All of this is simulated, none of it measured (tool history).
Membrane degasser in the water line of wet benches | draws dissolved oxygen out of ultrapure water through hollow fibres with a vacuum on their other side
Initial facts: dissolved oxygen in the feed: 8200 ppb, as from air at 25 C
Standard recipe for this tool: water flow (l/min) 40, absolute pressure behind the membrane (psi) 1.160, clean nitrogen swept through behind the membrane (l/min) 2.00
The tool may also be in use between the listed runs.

run	day	water flow (l/min)	absolute pressure behind the membrane (psi)	clean nitrogen swept through behind the membrane (l/min)	dissolved oxygen in the water behind the degasser (ppb)	pressure that the water loses in the fibres (psi)
1	0.000	40	1.160	2.00	279.5	4.081
2	2.642	40	1.160	5.63	150.2	4.151
3	5.579	40	1.160	5.63	150.0	4.051
4	8.254	40	1.160	2.00	270.9	4.052
5	9.912	40	1.160	2.00	277.9	4.087
6	11.479	40	1.160	1.10	410.9	4.097
7	13.067	40	1.160	1.10	408.6	4.070
8	15.312	40	1.160	1.10	408.0	4.103
9	17.958	40	1.160	1.10	409.1	4.061
10	19.729	40	1.160	1.10	408.6	4.031
11	21.600	61	1.160	2.00	537.0	6.218
12	23.188	61	1.160	2.00	546.7	6.309
# day 23.904: seals of the vacuum lines changed
13	25.146	40	1.160	2.00	278.1	4.105
14	27.817	40	1.160	2.00	272.8	4.083
15	29.221	40	2.451	2.00	638.7	4.055
16	30.842	40	1.160	4.19	175.2	4.113
17	33.758	40	1.160	4.19	174.9	4.151
18	35.604	40	1.160	4.19	176.1	4.123
19	37.433	40	0.830	2.00	178.8	4.125
20	39.233	48	1.160	2.89	302.7	4.960
21	41.462	48	1.160	2.89	298.6	4.904
22	43.100	48	1.160	2.89	299.3	4.882
23	45.017	35	1.806	2.89	298.3	3.578
24	48.233	40	1.160	5.46	148.3	4.100
25	50.567	50	1.160	0.99	576.8	5.140
26	53.142	35	1.160	0.95	386.1	3.609
27	54.933	35	1.160	0.95	384.1	3.610
28	57.829	35	0.703	1.27	138.0	3.600
29	59.992	37	1.125	1.27	323.0	3.772
30	62.692	52	2.808	5.79	484.4	5.307
31	65.754	50	1.160	4.00	279.4	5.142

Below are 5 alternative next runs, each starting from the tool's condition after run 31. Predict each:
A	67.992	40	1.487	1.03	?	?
B	67.992	47	1.082	1.85	?	?
C	67.992	45	2.589	4.10	?	?
D	67.992	53	1.913	1.90	?	?
E	67.992	39	1.160	4.00	?	?

run	dissolved oxygen in the water behind the degasser (ppb)	pressure that the water loses in the fibres (psi)
A	592.4	4.151
B	343.6	4.827
C	456.8	4.605
D	719.7	5.468
E	171.8	4.015
With the hidden condition removed and each run's random variation left untouched, the same runs would have given:
run	dissolved oxygen in the water behind the degasser (ppb)	pressure that the water loses in the fibres (psi)
A	592.1	4.150
B	343.2	4.825
C	456.6	4.603
D	719.3	5.466
E	171.7	4.013

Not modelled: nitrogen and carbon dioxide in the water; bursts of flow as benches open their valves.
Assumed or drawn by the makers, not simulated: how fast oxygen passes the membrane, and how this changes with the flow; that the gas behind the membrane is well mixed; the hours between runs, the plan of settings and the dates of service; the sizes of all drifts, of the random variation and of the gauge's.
